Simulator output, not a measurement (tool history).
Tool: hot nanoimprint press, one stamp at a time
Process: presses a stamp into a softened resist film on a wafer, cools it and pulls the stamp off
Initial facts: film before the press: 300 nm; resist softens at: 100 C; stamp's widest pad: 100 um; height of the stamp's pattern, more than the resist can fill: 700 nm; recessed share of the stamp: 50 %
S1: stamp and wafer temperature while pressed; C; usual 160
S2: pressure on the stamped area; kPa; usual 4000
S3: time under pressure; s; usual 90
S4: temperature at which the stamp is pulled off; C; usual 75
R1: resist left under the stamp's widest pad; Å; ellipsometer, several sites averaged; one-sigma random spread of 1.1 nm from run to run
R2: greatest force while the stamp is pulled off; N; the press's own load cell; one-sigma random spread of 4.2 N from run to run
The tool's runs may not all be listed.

| run | hour | S1 | S2 | S3 | S4 | R1 | R2 |
|---|---|---|---|---|---|---|---|
| 1 | 0.0 | 160 | 4000 | 90 | 75 | 1705 | 215 |
| 2 | 11.4 | 160 | 4000 | 90 | 75 | 1722 | 211 |
| 3 | 24.8 | 150 | 4000 | 90 | 75 | 2222 | 227 |
| 4 | 39.1 | 150 | 4000 | 90 | 75 | 2222 | 218 |
| 5 | 51.3 | 160 | 4000 | 90 | 75 | 1735 | 232 |
| 6 | 58.3 | 160 | 4000 | 90 | 75 | 1727 | 233 |
|  | 62.7 | plate thermocouple calibrated |
| 7 | 68.0 | 160 | 4000 | 90 | 75 | 1743 | 232 |
| 8 | 77.7 | 161 | 4000 | 90 | 75 | 1717 | 238 |
| 9 | 90.1 | 161 | 3290 | 90 | 75 | 1867 | 255 |
|  | 108.6 | plate thermocouple calibrated, once more |
| 10 | 108.6 | 160 | 4000 | 90 | 75 | 1627 | 238 |
| 11 | 116.0 | 160 | 4000 | 90 | 75 | 1633 | 239 |
| 12 | 125.0 | 155 | 4000 | 90 | 75 | 1877 | 238 |
| 13 | 140.6 | 155 | 4000 | 90 | 75 | 1894 | 243 |
| 14 | 151.0 | 155 | 3590 | 159 | 75 | 1699 | 246 |
| 15 | 160.9 | 155 | 4070 | 159 | 75 | 1569 | 249 |

Run 16 has not been measured yet. What should we expect?
| 16 | 169.8 | 153 | 5680 | 61 | 75 | ? | ? |

R1: 1931 Å
R2: 249 N
With the hidden condition absent and the run-to-run variation left alone, this run would have shown R1 1901 Å, R2 196 N.
